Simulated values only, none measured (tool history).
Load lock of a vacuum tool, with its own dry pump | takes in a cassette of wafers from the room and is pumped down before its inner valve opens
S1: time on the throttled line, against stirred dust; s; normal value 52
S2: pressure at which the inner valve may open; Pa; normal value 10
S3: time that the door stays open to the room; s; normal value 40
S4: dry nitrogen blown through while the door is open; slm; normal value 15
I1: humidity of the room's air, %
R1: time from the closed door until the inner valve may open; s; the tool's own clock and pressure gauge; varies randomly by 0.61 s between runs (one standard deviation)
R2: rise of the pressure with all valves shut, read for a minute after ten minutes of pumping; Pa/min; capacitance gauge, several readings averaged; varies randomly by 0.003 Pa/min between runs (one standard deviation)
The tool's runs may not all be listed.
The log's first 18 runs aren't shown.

run 19 hour=3695.2 | S1=35 S2=8 S3=40 S4=15 | I1=44.8 | R1=78.5 R2=0.249
run 20 hour=3854.1 | S1=35 S2=8 S3=40 S4=15 | I1=43.4 | R1=78.8 R2=0.251
run 21 hour=4126.2 | S1=35 S2=8 S3=40 S4=15 | I1=47.8 | R1=78.8 R2=0.267
run 22 hour=4267.8 | S1=35 S2=8 S3=40 S4=15 | I1=42.9 | R1=78.5 R2=0.281
run 23 hour=4528.9 | S1=52 S2=10 S3=26 S4=15 | I1=45.4 | R1=90.8 R2=0.282
run 24 hour=4857.8 | S1=52 S2=10 S3=40 S4=16 | I1=46.2 | R1=90.4 R2=0.307
run 25 hour=5172.1 | S1=52 S2=8 S3=38 S4=27 | I1=41.7 | R1=91.2 R2=0.321
run 26 hour=5380.7 | S1=77 S2=8 S3=133 S4=20 | I1=44.2 | R1=109.8 R2=0.338
run 27 hour=5541.7 | S1=77 S2=8 S3=133 S4=20 | I1=42.2 | R1=110.6 R2=0.348
run 28 hour=5712.6 | S1=52 S2=11 S3=37 S4=15 | I1=45.0 | R1=89.5 R2=0.363
run 29 hour=5906.9 | S1=52 S2=11 S3=37 S4=15 | I1=43.6 | R1=90.3 R2=0.365

What will run 30 give?
run 30 hour=6105.3 | S1=52 S2=10 S3=100 S4=15 | I1=44.3 | R1=? R2=?

Run 30 yielded R1 90.8 s, R2 0.378 Pa/min.
With the hidden condition absent and the run-to-run variation left alone, this run would have shown R1 89.0 s, R2 0.020 Pa/min.

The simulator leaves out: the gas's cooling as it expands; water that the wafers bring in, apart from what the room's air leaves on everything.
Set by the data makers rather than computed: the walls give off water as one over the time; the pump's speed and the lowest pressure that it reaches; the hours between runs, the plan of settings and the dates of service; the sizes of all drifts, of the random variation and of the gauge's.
